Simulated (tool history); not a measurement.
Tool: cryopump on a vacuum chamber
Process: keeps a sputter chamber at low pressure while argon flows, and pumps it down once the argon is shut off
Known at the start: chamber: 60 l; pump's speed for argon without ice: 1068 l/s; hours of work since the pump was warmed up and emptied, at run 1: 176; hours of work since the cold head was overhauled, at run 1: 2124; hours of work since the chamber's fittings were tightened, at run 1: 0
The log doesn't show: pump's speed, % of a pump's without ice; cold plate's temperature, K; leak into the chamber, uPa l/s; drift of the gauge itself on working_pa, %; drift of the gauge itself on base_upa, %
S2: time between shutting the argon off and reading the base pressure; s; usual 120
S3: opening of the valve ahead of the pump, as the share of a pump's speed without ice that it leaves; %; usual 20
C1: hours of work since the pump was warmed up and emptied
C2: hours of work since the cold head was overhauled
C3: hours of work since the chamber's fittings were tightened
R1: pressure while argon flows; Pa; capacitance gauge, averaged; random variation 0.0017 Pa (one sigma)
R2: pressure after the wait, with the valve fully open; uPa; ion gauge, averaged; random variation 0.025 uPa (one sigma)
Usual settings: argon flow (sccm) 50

Run 1, day 0: usual settings; C1 176; C2 2124; C3 0. Result: R1 0.4007 Pa, R2 1 uPa.
Run 2, day 1.496: usual settings; C1 202; C2 2150; C3 26. Result: R1 0.4042 Pa, R2 1.04 uPa.
Run 3, day 3.858: usual settings; C1 242; C2 2190; C3 67. Result: R1 0.4071 Pa, R2 1.21 uPa.
Run 4, day 5.958: usual settings; C1 279; C2 2227; C3 103. Result: R1 0.4049 Pa, R2 1.25 uPa.
Run 5, day 8.067: usual settings; C1 315; C2 2263; C3 139. Result: R1 0.4072 Pa, R2 1.26 uPa.
Run 6, day 11.258: usual settings but S2 166 s; C1 370; C2 2318; C3 195. Result: R1 0.4113 Pa, R2 1.29 uPa.
Run 7, day 14.012: usual settings but S2 166 s; C1 418; C2 2366; C3 242. Result: R1 0.4082 Pa, R2 1.37 uPa.
Run 8, day 17.175: usual settings but S2 166 s; C1 473; C2 2421; C3 297. Result: R1 0.4113 Pa, R2 1.56 uPa.
Run 9, day 18.954: usual settings but S2 166 s; C1 503; C2 2451; C3 328. Result: R1 0.4133 Pa, R2 1.53 uPa.
Run 10, day 20.683: usual settings but S2 166 s; C1 533; C2 2481; C3 358. Result: R1 0.4153 Pa, R2 1.76 uPa.
Run 11, day 23.358: usual settings but S2 166 s; C1 580; C2 2528; C3 404. Result: R1 0.4173 Pa, R2 1.81 uPa.
Run 12, day 26.496: usual settings but S2 33 s; C1 634; C2 2582; C3 458. Result: R1 0.4193 Pa, R2 3.88 uPa.
Run 13, day 28.262: usual settings; C1 664; C2 2612; C3 489. Result: R1 0.4198 Pa, R2 2.26 uPa.
Run 14, day 29.625: usual settings; C1 688; C2 2636; C3 512. Result: R1 0.4212 Pa, R2 2.37 uPa.
Run 15, day 31.883: usual settings but S3 40 %; C1 727; C2 2675; C3 551. Result: R1 0.2239 Pa, R2 2.46 uPa.
Run 16, day 34.421: usual settings but argon flow (sccm) 49, S2 176 s, S3 43 %; C1 771; C2 2719; C3 595. Result: R1 0.2099 Pa, R2 2.35 uPa.
Run 17, day 37.496: usual settings but argon flow (sccm) 49, S2 176 s, S3 43 %; C1 824; C2 2772; C3 648. Result: R1 0.2111 Pa, R2 2.48 uPa.
Run 18, day 39.933: usual settings but argon flow (sccm) 98, S2 37 s, S3 28 %; C1 866; C2 2814; C3 690. Result: R1 0.6221 Pa, R2 4.27 uPa.
Run 19, day 41.279: usual settings but argon flow (sccm) 98, S2 37 s, S3 28 %; C1 889; C2 2837; C3 714. Result: R1 0.6216 Pa, R2 4.61 uPa.
Run 20, day 43.004: usual settings but S3 50 %; C1 919; C2 2867; C3 743. Result: R1 0.1939 Pa, R2 2.96 uPa.
At day 43.442: pump warmed up, emptied and cooled again.
Run 21, day 45.238: usual settings but S2 47 s; C1 31; C2 2902; C3 778. Result: R1 0.4033 Pa, R2 3.56 uPa.
Run 22, day 47.696: usual settings but S2 47 s; C1 74; C2 2945; C3 821. Result: R1 0.4031 Pa, R2 3.64 uPa.
Run 23, day 49.029: usual settings but argon flow (sccm) 65, S2 27 s; C1 97; C2 2968; C3 844. Result: R1 0.5184 Pa, R2 4.94 uPa.
Run 24, day 50.817: usual settings but argon flow (sccm) 28, S2 174 s; C1 127; C2 2999; C3 875. Result: R1 0.2275 Pa, R2 2.56 uPa.
Run 25, day 53.788: usual settings but argon flow (sccm) 81; C1 179; C2 3050; C3 926. Result: R1 0.6603 Pa, R2 2.87 uPa.
Run 26, day 57.029: usual settings but argon flow (sccm) 81; C1 235; C2 3106; C3 982. Result: R1 0.6555 Pa, R2 2.9 uPa.
Run 27, day 58.367: usual settings but argon flow (sccm) 81, S2 113 s; C1 258; C2 3129; C3 1005. Result: R1 0.6617 Pa, R2 3.12 uPa.
Run 28, day 61.483: usual settings but argon flow (sccm) 24, S2 186 s; C1 312; C2 3183; C3 1059. Result: R1 0.1948 Pa, R2 3.07 uPa.
Run 29, day 63.829: usual settings but argon flow (sccm) 24, S2 186 s; C1 352; C2 3224; C3 1100. Result: R1 0.197 Pa, R2 3.22 uPa.

3 ways to go on from here, each from the tool as it stands after run 29. What would each give?
Run A, day 65.796: usual settings but S2 74 s, S3 25 %; C1 386; C2 3258; C3 1134. Result: R1 ?, R2 ?.
Run B, day 65.796: usual settings but S2 210 s, S3 17 %; C1 386; C2 3258; C3 1134. Result: R1 ?, R2 ?.
Run C, day 65.796: usual settings but argon flow (sccm) 24, S2 30 s; C1 386; C2 3258; C3 1134. Result: R1 ?, R2 ?.

run      R1    R2
  A  0.3317  3.91
  B  0.4772  3.27
  C  0.1972  5.55
Without the tool's hidden state the same runs would have given:
run      R1    R2
  A  0.3167  1.37
  B  0.4623  0.69
  C    0.19  2.98
